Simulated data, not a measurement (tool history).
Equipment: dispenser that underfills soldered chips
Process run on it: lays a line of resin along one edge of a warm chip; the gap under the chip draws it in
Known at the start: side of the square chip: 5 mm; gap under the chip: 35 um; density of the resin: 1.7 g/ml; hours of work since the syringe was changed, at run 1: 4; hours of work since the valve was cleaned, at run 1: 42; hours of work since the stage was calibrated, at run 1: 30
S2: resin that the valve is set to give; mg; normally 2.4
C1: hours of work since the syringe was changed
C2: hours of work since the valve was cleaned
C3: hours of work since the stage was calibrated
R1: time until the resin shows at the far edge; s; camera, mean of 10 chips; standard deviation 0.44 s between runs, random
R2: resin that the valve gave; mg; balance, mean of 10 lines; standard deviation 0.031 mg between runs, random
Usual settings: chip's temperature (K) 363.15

run 1 hour=0 | chip's_temperature_(K)=363.15 S2=2.4 | C1=4 C2=42 C3=30 | R1=44 R2=2.29
run 2 hour=6.9 | chip's_temperature_(K)=363.15 S2=2.4 | C1=8 C2=46 C3=34 | R1=62.7 R2=2.3
-- hour=13.1 new syringe of resin
run 3 hour=13.3 | chip's_temperature_(K)=363.15 S2=2.4 | C1=0 C2=50 C3=38 | R1=32.1 R2=2.29
run 4 hour=19.4 | chip's_temperature_(K)=363.15 S2=2.4 | C1=4 C2=54 C3=42 | R1=44 R2=2.3
run 5 hour=25.7 | chip's_temperature_(K)=363.15 S2=2.23 | C1=8 C2=58 C3=46 | R1=61.6 R2=2.15
run 6 hour=29 | chip's_temperature_(K)=363.15 S2=2.4 | C1=10 C2=60 C3=48 | R1=72 R2=2.25
-- hour=32.3 new syringe of resin
run 7 hour=34.4 | chip's_temperature_(K)=363.15 S2=2.4 | C1=1 C2=63 C3=51 | R1=35.5 R2=2.31
run 8 hour=37.5 | chip's_temperature_(K)=363.15 S2=2.4 | C1=3 C2=65 C3=53 | R1=42.3 R2=2.25
run 9 hour=44.1 | chip's_temperature_(K)=363.15 S2=2.4 | C1=7 C2=69 C3=57 | R1=59.5 R2=2.27
run 10 hour=47.9 | chip's_temperature_(K)=375.15 S2=2.4 | C1=10 C2=71 C3=59 | R1=45.8 R2=2.21
-- hour=51.2 new syringe of resin
run 11 hour=55 | chip's_temperature_(K)=375.15 S2=2.4 | C1=2 C2=75 C3=63 | R1=24.1 R2=2.28
run 12 hour=60.4 | chip's_temperature_(K)=375.15 S2=2.4 | C1=6 C2=79 C3=67 | R1=32.1 R2=2.23
run 13 hour=64.8 | chip's_temperature_(K)=363.15 S2=2.4 | C1=8 C2=82 C3=70 | R1=64.3 R2=2.24
run 14 hour=69.6 | chip's_temperature_(K)=363.15 S2=2.4 | C1=11 C2=85 C3=73 | R1=82.9 R2=2.21
-- hour=70.2 new syringe of resin
run 15 hour=74.6 | chip's_temperature_(K)=363.15 S2=2.28 | C1=3 C2=87 C3=75 | R1=40.6 R2=2.13
run 16 hour=81.1 | chip's_temperature_(K)=363.15 S2=2.64 | C1=7 C2=91 C3=79 | R1=55.4 R2=2.43
run 17 hour=84.9 | chip's_temperature_(K)=363.15 S2=2.64 | C1=9 C2=94 C3=82 | R1=67.5 R2=2.4
-- hour=89.6 new syringe of resin
run 18 hour=90.9 | chip's_temperature_(K)=363.15 S2=2.64 | C1=1 C2=97 C3=85 | R1=34.6 R2=2.43
run 19 hour=95.7 | chip's_temperature_(K)=363.15 S2=2.64 | C1=4 C2=100 C3=88 | R1=43.3 R2=2.46
run 20 hour=99.2 | chip's_temperature_(K)=353.15 S2=3.05 | C1=6 C2=102 C3=90 | R1=78.6 R2=2.81
run 21 hour=104.2 | chip's_temperature_(K)=365.15 S2=2.06 | C1=9 C2=106 C3=94 | R1=66.3 R2=1.89
run 22 hour=107.7 | chip's_temperature_(K)=376.15 S2=2.5 | C1=11 C2=108 C3=96 | R1=49.4 R2=2.25
-- hour=108.5 new syringe of resin
run 23 hour=112.6 | chip's_temperature_(K)=361.15 S2=2.22 | C1=3 C2=111 C3=99 | R1=43.5 R2=2
-- hour=114 dispensing valve cleaned and set on the balance
run 24 hour=118.2 | chip's_temperature_(K)=364.15 S2=2.51 | C1=5 C2=3 C3=101 | R1=48.3 R2=2.5
run 25 hour=122 | chip's_temperature_(K)=363.15 S2=2.61 | C1=8 C2=5 C3=104 | R1=60 R2=2.55
run 26 hour=127.9 | chip's_temperature_(K)=363.15 S2=2.61 | C1=11 C2=9 C3=107 | R1=83.2 R2=2.6
-- hour=128.8 new syringe of resin
run 27 hour=131.2 | chip's_temperature_(K)=363.15 S2=2.18 | C1=2 C2=10 C3=109 | R1=37.4 R2=2.14
run 28 hour=137 | chip's_temperature_(K)=363.15 S2=2.21 | C1=5 C2=14 C3=113 | R1=49.9 R2=2.21
run 29 hour=144 | chip's_temperature_(K)=376.15 S2=2.84 | C1=9 C2=18 C3=117 | R1=41.8 R2=2.86
-- hour=147.7 new syringe of resin
run 30 hour=148.9 | chip's_temperature_(K)=376.15 S2=2.53 | C1=1 C2=21 C3=120 | R1=20.9 R2=2.45
run 31 hour=154.6 | chip's_temperature_(K)=373.15 S2=2.53 | C1=4 C2=25 C3=124 | R1=31.3 R2=2.48
run 32 hour=157.9 | chip's_temperature_(K)=372.15 S2=3 | C1=6 C2=27 C3=126 | R1=37.5 R2=2.89
run 33 hour=163.8 | chip's_temperature_(K)=363.15 S2=2.05 | C1=10 C2=30 C3=129 | R1=77.2 R2=1.98
-- hour=167.1 new syringe of resin
run 34 hour=169.6 | chip's_temperature_(K)=363.15 S2=2.05 | C1=2 C2=34 C3=133 | R1=38 R2=1.94
run 35 hour=176 | chip's_temperature_(K)=377.15 S2=2.2 | C1=6 C2=38 C3=137 | R1=30.3 R2=2.15

5 ways to go on from here, each from the tool as it stands after run 35. What would each give?
run A hour=183 | chip's_temperature_(K)=350.15 S2=2.94 | C1=10 C2=42 C3=141 | R1=? R2=?
run B hour=183 | chip's_temperature_(K)=366.15 S2=2.06 | C1=10 C2=42 C3=141 | R1=? R2=?
run C hour=183 | chip's_temperature_(K)=363.15 S2=2.9 | C1=10 C2=42 C3=141 | R1=? R2=?
run D hour=183 | chip's_temperature_(K)=373.15 S2=2.2 | C1=10 C2=42 C3=141 | R1=? R2=?
run E hour=183 | chip's_temperature_(K)=361.15 S2=2.52 | C1=10 C2=42 C3=141 | R1=? R2=?

run=A R1=127.9 R2=2.84
run=B R1=67 R2=1.99
run=C R1=72.6 R2=2.79
run=D R1=51.7 R2=2.14
run=E R1=80.5 R2=2.4
Had the tool no hidden state, the same runs would have come out as:
run=A R1=54.8 R2=2.95
run=B R1=28.3 R2=2.07
run=C R1=30.7 R2=2.9
run=D R1=22.3 R2=2.22
run=E R1=34.6 R2=2.5
